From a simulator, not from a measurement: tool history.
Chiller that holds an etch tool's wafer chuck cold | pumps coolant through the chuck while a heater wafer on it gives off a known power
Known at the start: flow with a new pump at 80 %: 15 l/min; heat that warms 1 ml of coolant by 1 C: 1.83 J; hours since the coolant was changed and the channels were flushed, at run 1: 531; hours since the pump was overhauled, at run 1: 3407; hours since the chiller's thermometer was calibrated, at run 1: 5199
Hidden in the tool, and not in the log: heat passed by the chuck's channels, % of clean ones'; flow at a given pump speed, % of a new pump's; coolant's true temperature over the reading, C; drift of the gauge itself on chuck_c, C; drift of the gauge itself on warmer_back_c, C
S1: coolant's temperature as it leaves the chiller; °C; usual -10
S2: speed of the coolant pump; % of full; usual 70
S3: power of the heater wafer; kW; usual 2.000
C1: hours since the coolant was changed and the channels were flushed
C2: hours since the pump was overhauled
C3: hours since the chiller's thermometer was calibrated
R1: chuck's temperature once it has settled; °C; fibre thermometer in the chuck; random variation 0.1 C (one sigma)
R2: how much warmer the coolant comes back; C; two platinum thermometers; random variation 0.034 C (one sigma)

{"run": 1, "hour": 0.0, "S1": -10, "S2": 70, "S3": 2.0, "C1": 531, "C2": 3407, "C3": 5199, "R1": 15.1, "R2": 5.16}
{"run": 2, "hour": 71.4, "S1": -10, "S2": 70, "S3": 2.0, "C1": 602, "C2": 3478, "C3": 5271, "R1": 14.8, "R2": 5.14}
{"hour": 169.7, "done": "chiller's thermometer calibrated"}
{"run": 3, "hour": 199.3, "S1": -10, "S2": 70, "S3": 2.0, "C1": 729, "C2": 3605, "C3": 30, "R1": 14.8, "R2": 5.14}
{"run": 4, "hour": 324.5, "S1": -10, "S2": 70, "S3": 2.0, "C1": 855, "C2": 3730, "C3": 155, "R1": 14.9, "R2": 5.24}
{"run": 5, "hour": 386.9, "S1": -10, "S2": 70, "S3": 2.791, "C1": 917, "C2": 3793, "C3": 217, "R1": 24.6, "R2": 7.23}
{"run": 6, "hour": 468.5, "S1": -10, "S2": 90, "S3": 2.791, "C1": 999, "C2": 3874, "C3": 299, "R1": 19.9, "R2": 5.5}
{"run": 7, "hour": 571.5, "S1": -7, "S2": 90, "S3": 2.791, "C1": 1101, "C2": 3977, "C3": 402, "R1": 23.0, "R2": 5.48}
{"run": 8, "hour": 626.4, "S1": -10, "S2": 70, "S3": 2.0, "C1": 1156, "C2": 4032, "C3": 457, "R1": 14.9, "R2": 5.22}
{"run": 9, "hour": 756.7, "S1": -3, "S2": 70, "S3": 2.0, "C1": 1287, "C2": 4162, "C3": 587, "R1": 22.0, "R2": 5.22}
{"run": 10, "hour": 810.5, "S1": -3, "S2": 70, "S3": 2.0, "C1": 1341, "C2": 4216, "C3": 641, "R1": 22.0, "R2": 5.15}
{"run": 11, "hour": 910.3, "S1": -3, "S2": 70, "S3": 2.0, "C1": 1440, "C2": 4316, "C3": 741, "R1": 22.1, "R2": 5.22}
{"run": 12, "hour": 987.7, "S1": -10, "S2": 83, "S3": 2.0, "C1": 1518, "C2": 4393, "C3": 818, "R1": 12.7, "R2": 4.32}
{"run": 13, "hour": 1112.1, "S1": -10, "S2": 83, "S3": 2.0, "C1": 1642, "C2": 4518, "C3": 942, "R1": 13.1, "R2": 4.31}
{"run": 14, "hour": 1189.6, "S1": -8, "S2": 70, "S3": 2.0, "C1": 1720, "C2": 4595, "C3": 1020, "R1": 17.2, "R2": 5.23}
{"run": 15, "hour": 1319.3, "S1": -10, "S2": 70, "S3": 2.522, "C1": 1849, "C2": 4725, "C3": 1150, "R1": 21.8, "R2": 6.63}
{"run": 16, "hour": 1410.6, "S1": -10, "S2": 70, "S3": 2.522, "C1": 1941, "C2": 4816, "C3": 1241, "R1": 22.0, "R2": 6.6}
{"run": 17, "hour": 1529.5, "S1": -2, "S2": 70, "S3": 2.0, "C1": 2059, "C2": 4935, "C3": 1360, "R1": 23.4, "R2": 5.24}
{"run": 18, "hour": 1662.8, "S1": -5, "S2": 84, "S3": 2.0, "C1": 2193, "C2": 5069, "C3": 1493, "R1": 17.7, "R2": 4.33}
{"run": 19, "hour": 1738.1, "S1": -5, "S2": 84, "S3": 1.486, "C1": 2268, "C2": 5144, "C3": 1568, "R1": 12.0, "R2": 3.28}
{"run": 20, "hour": 1848.3, "S1": -5, "S2": 84, "S3": 1.486, "C1": 2378, "C2": 5254, "C3": 1679, "R1": 12.0, "R2": 3.19}
{"run": 21, "hour": 1975.8, "S1": -4, "S2": 95, "S3": 2.412, "C1": 2506, "C2": 5381, "C3": 1806, "R1": 22.0, "R2": 4.54}
{"run": 22, "hour": 2060.3, "S1": -19, "S2": 95, "S3": 2.078, "C1": 2590, "C2": 5466, "C3": 1891, "R1": 3.3, "R2": 3.85}
{"run": 23, "hour": 2160.9, "S1": 0, "S2": 92, "S3": 1.296, "C1": 2691, "C2": 5567, "C3": 1991, "R1": 14.3, "R2": 2.5}
{"run": 24, "hour": 2225.4, "S1": 0, "S2": 92, "S3": 1.296, "C1": 2755, "C2": 5631, "C3": 2056, "R1": 14.0, "R2": 2.51}
{"run": 25, "hour": 2342.2, "S1": -15, "S2": 70, "S3": 2.123, "C1": 2872, "C2": 5748, "C3": 2172, "R1": 12.2, "R2": 5.59}
{"run": 26, "hour": 2462.5, "S1": -9, "S2": 67, "S3": 2.522, "C1": 2993, "C2": 5868, "C3": 2293, "R1": 24.5, "R2": 6.99}
{"run": 27, "hour": 2585.8, "S1": -9, "S2": 67, "S3": 1.318, "C1": 3116, "C2": 5991, "C3": 2416, "R1": 8.5, "R2": 3.67}
{"run": 28, "hour": 2681.2, "S1": -9, "S2": 96, "S3": 2.694, "C1": 3211, "C2": 6087, "C3": 2512, "R1": 20.0, "R2": 5.1}
{"run": 29, "hour": 2744.7, "S1": -9, "S2": 66, "S3": 1.706, "C1": 3275, "C2": 6150, "C3": 2575, "R1": 13.9, "R2": 4.77}
{"run": 30, "hour": 2817.9, "S1": -9, "S2": 66, "S3": 1.706, "C1": 3348, "C2": 6224, "C3": 2648, "R1": 14.0, "R2": 4.82}
{"run": 31, "hour": 2933.6, "S1": -10, "S2": 67, "S3": 2.84, "C1": 3464, "C2": 6339, "C3": 2764, "R1": 27.9, "R2": 7.88}

Forecast each of these 5 alternatives for the next run:
{"run": "A", "hour": 2992.9, "S1": -5, "S2": 70, "S3": 1.749, "C1": 3523, "C2": 6399, "C3": 2823, "R1": "?", "R2": "?"}
{"run": "B", "hour": 2992.9, "S1": 0, "S2": 63, "S3": 1.529, "C1": 3523, "C2": 6399, "C3": 2823, "R1": "?", "R2": "?"}
{"run": "C", "hour": 2992.9, "S1": -2, "S2": 65, "S3": 2.0, "C1": 3523, "C2": 6399, "C3": 2823, "R1": "?", "R2": "?"}
{"run": "D", "hour": 2992.9, "S1": -10, "S2": 87, "S3": 2.021, "C1": 3523, "C2": 6399, "C3": 2823, "R1": "?", "R2": "?"}
{"run": "E", "hour": 2992.9, "S1": -10, "S2": 97, "S3": 2.84, "C1": 3523, "C2": 6399, "C3": 2823, "R1": "?", "R2": "?"}

run=A R1=18.0 R2=4.68
run=B R1=21.2 R2=4.60
run=C R1=25.2 R2=5.77
run=D R1=13.2 R2=4.28
run=E R1=20.5 R2=5.28
Without the tool's hidden state the same runs would have given:
run=A R1=16.3 R2=4.46
run=B R1=19.6 R2=4.39
run=C R1=23.2 R2=5.51
run=D R1=11.5 R2=4.09
run=E R1=18.4 R2=5.04
